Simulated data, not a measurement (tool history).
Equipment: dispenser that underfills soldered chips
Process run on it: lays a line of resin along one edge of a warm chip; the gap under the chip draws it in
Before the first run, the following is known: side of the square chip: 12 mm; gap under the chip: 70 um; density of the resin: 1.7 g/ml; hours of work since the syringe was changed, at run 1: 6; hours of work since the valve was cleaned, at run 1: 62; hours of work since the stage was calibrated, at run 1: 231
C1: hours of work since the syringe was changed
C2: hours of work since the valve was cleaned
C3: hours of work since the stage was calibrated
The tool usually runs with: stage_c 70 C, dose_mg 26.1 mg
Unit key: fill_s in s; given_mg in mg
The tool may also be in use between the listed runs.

{"run": 1, "hour": 0.0, "stage_c": 70, "dose_mg": 26.1, "C1": 6, "C2": 62, "C3": 231, "fill_s": 182.8, "given_mg": 24.5}
{"hour": 4.6, "done": "new syringe of resin"}
{"run": 2, "hour": 12.3, "stage_c": 70, "dose_mg": 26.1, "C1": 6, "C2": 71, "C3": 241, "fill_s": 186.2, "given_mg": 24.29}
{"hour": 16.3, "done": "new syringe of resin"}
{"run": 3, "hour": 24.6, "stage_c": 70, "dose_mg": 26.1, "C1": 7, "C2": 81, "C3": 250, "fill_s": 198, "given_mg": 24.25}
{"hour": 27.6, "done": "new syringe of resin"}
{"run": 4, "hour": 36.0, "stage_c": 70, "dose_mg": 26.1, "C1": 7, "C2": 89, "C3": 259, "fill_s": 200.5, "given_mg": 24.22}
{"hour": 38.7, "done": "new syringe of resin"}
{"run": 5, "hour": 44.5, "stage_c": 70, "dose_mg": 26.1, "C1": 5, "C2": 96, "C3": 266, "fill_s": 171.7, "given_mg": 24.07}
{"hour": 50.9, "done": "new syringe of resin"}
{"run": 6, "hour": 59.3, "stage_c": 70, "dose_mg": 26.1, "C1": 7, "C2": 107, "C3": 277, "fill_s": 200.6, "given_mg": 23.89}
{"hour": 63.2, "done": "new syringe of resin"}
{"run": 7, "hour": 67.2, "stage_c": 77, "dose_mg": 26.1, "C1": 3, "C2": 114, "C3": 283, "fill_s": 126.2, "given_mg": 23.29}
{"hour": 74.4, "done": "new syringe of resin"}
{"run": 8, "hour": 78.7, "stage_c": 70, "dose_mg": 26.1, "C1": 3, "C2": 122, "C3": 292, "fill_s": 163.9, "given_mg": 23.47}
{"hour": 82.6, "done": "dispensing valve cleaned and set on the balance"}
{"hour": 86.5, "done": "new syringe of resin"}
{"run": 9, "hour": 92.3, "stage_c": 70, "dose_mg": 23, "C1": 5, "C2": 7, "C3": 302, "fill_s": 176.9, "given_mg": 22.88}
{"hour": 98.4, "done": "new syringe of resin"}
{"run": 10, "hour": 106.2, "stage_c": 70, "dose_mg": 26.1, "C1": 6, "C2": 18, "C3": 313, "fill_s": 185.5, "given_mg": 25.64}
{"hour": 110.5, "done": "new syringe of resin"}
{"run": 11, "hour": 114.8, "stage_c": 70, "dose_mg": 26.1, "C1": 3, "C2": 25, "C3": 319, "fill_s": 163.4, "given_mg": 25.54}
{"hour": 122.2, "done": "new syringe of resin"}
{"run": 12, "hour": 123.2, "stage_c": 70, "dose_mg": 26.1, "C1": 1, "C2": 31, "C3": 326, "fill_s": 132.6, "given_mg": 25.34}
{"run": 13, "hour": 130.3, "stage_c": 70, "dose_mg": 26.1, "C1": 6, "C2": 37, "C3": 331, "fill_s": 193.8, "given_mg": 25.05}
{"hour": 133.7, "done": "new syringe of resin"}
{"run": 14, "hour": 143.0, "stage_c": 70, "dose_mg": 26.1, "C1": 7, "C2": 47, "C3": 341, "fill_s": 210, "given_mg": 25.07}
{"hour": 145.0, "done": "new syringe of resin"}
{"run": 15, "hour": 155.0, "stage_c": 70, "dose_mg": 26.1, "C1": 8, "C2": 56, "C3": 350, "fill_s": 212.8, "given_mg": 24.99}
{"hour": 156.9, "done": "new syringe of resin"}
{"hour": 168.5, "done": "new syringe of resin"}
{"run": 16, "hour": 169.1, "stage_c": 70, "dose_mg": 26.1, "C1": 0, "C2": 67, "C3": 361, "fill_s": 133.8, "given_mg": 24.82}
{"hour": 180.3, "done": "new syringe of resin"}
{"run": 17, "hour": 180.3, "stage_c": 70, "dose_mg": 26.1, "C1": 0, "C2": 75, "C3": 370, "fill_s": 135.6, "given_mg": 24.51}
{"run": 18, "hour": 187.8, "stage_c": 69, "dose_mg": 26.1, "C1": 6, "C2": 81, "C3": 376, "fill_s": 202.7, "given_mg": 24.16}
{"hour": 192.1, "done": "new syringe of resin"}
{"run": 19, "hour": 195.0, "stage_c": 82, "dose_mg": 29.5, "C1": 2, "C2": 87, "C3": 381, "fill_s": 101.5, "given_mg": 27.46}
{"hour": 203.9, "done": "new syringe of resin"}
{"run": 20, "hour": 204.4, "stage_c": 62, "dose_mg": 26.1, "C1": 0, "C2": 94, "C3": 388, "fill_s": 179.8, "given_mg": 24.08}
{"hour": 215.9, "done": "new syringe of resin"}
{"run": 21, "hour": 215.9, "stage_c": 76, "dose_mg": 26.1, "C1": 0, "C2": 103, "C3": 397, "fill_s": 107, "given_mg": 23.78}
{"run": 22, "hour": 223.0, "stage_c": 70, "dose_mg": 32.5, "C1": 6, "C2": 109, "C3": 403, "fill_s": 178.1, "given_mg": 29.6}
{"hour": 227.4, "done": "new syringe of resin"}
{"run": 23, "hour": 230.8, "stage_c": 57, "dose_mg": 22.7, "C1": 3, "C2": 115, "C3": 409, "fill_s": 266, "given_mg": 20.42}
{"hour": 238.7, "done": "new syringe of resin"}
{"run": 24, "hour": 239.2, "stage_c": 57, "dose_mg": 22.7, "C1": 0, "C2": 121, "C3": 415, "fill_s": 231.1, "given_mg": 20.26}
{"hour": 245.3, "done": "dispensing valve cleaned and set on the balance"}
{"hour": 251.4, "done": "new syringe of resin"}
{"run": 25, "hour": 252.2, "stage_c": 57, "dose_mg": 22.7, "C1": 1, "C2": 5, "C3": 425, "fill_s": 230.4, "given_mg": 22.71}
{"hour": 262.7, "done": "new syringe of resin"}
{"run": 26, "hour": 262.7, "stage_c": 55, "dose_mg": 28.6, "C1": 0, "C2": 13, "C3": 433, "fill_s": 225.3, "given_mg": 28.35}
{"hour": 274.4, "done": "new syringe of resin"}
{"run": 27, "hour": 275.1, "stage_c": 81, "dose_mg": 27.4, "C1": 1, "C2": 23, "C3": 442, "fill_s": 92.3, "given_mg": 26.71}
{"hour": 286.0, "done": "new syringe of resin"}
{"run": 28, "hour": 291.2, "stage_c": 68, "dose_mg": 32.4, "C1": 4, "C2": 36, "C3": 455, "fill_s": 185.4, "given_mg": 31.54}
{"hour": 297.5, "done": "new syringe of resin"}
{"run": 29, "hour": 302.9, "stage_c": 74, "dose_mg": 29.9, "C1": 4, "C2": 45, "C3": 464, "fill_s": 149.9, "given_mg": 28.76}
{"hour": 308.8, "done": "new syringe of resin"}
{"run": 30, "hour": 315.1, "stage_c": 74, "dose_mg": 29.9, "C1": 5, "C2": 54, "C3": 473, "fill_s": 157.2, "given_mg": 28.57}
{"hour": 320.0, "done": "new syringe of resin"}
{"run": 31, "hour": 323.4, "stage_c": 64, "dose_mg": 27.7, "C1": 3, "C2": 60, "C3": 480, "fill_s": 193.4, "given_mg": 26.47}
{"hour": 331.5, "done": "new syringe of resin"}
{"run": 32, "hour": 331.5, "stage_c": 70, "dose_mg": 24.8, "C1": 0, "C2": 67, "C3": 486, "fill_s": 133, "given_mg": 23.57}
{"hour": 343.0, "done": "new syringe of resin"}
{"run": 33, "hour": 346.5, "stage_c": 75, "dose_mg": 27.5, "C1": 3, "C2": 78, "C3": 498, "fill_s": 129.5, "given_mg": 25.75}

Consider 3 possible next runs. They are alternatives, not a sequence: every one starts from the tool as it was left by run 33. What does each give?
{"hour": 354.5, "done": "new syringe of resin"}
{"run": "A", "hour": 356.1, "stage_c": 70, "dose_mg": 31.5, "C1": 1, "C2": 86, "C3": 505, "fill_s": "?", "given_mg": "?"}
{"hour": 354.5, "done": "new syringe of resin"}
{"run": "B", "hour": 356.1, "stage_c": 70, "dose_mg": 32.2, "C1": 1, "C2": 86, "C3": 505, "fill_s": "?", "given_mg": "?"}
{"hour": 354.5, "done": "new syringe of resin"}
{"run": "C", "hour": 356.1, "stage_c": 71, "dose_mg": 26.4, "C1": 1, "C2": 86, "C3": 505, "fill_s": "?", "given_mg": "?"}

run=A fill_s=141.8 given_mg=29.16
run=B fill_s=140.9 given_mg=30.12
run=C fill_s=136.6 given_mg=24.48
Take away the tool's hidden state, keep each run's random variation, and the runs would have read:
run=A fill_s=122.2 given_mg=31.38
run=B fill_s=121.5 given_mg=32.42
run=C fill_s=116.9 given_mg=26.34
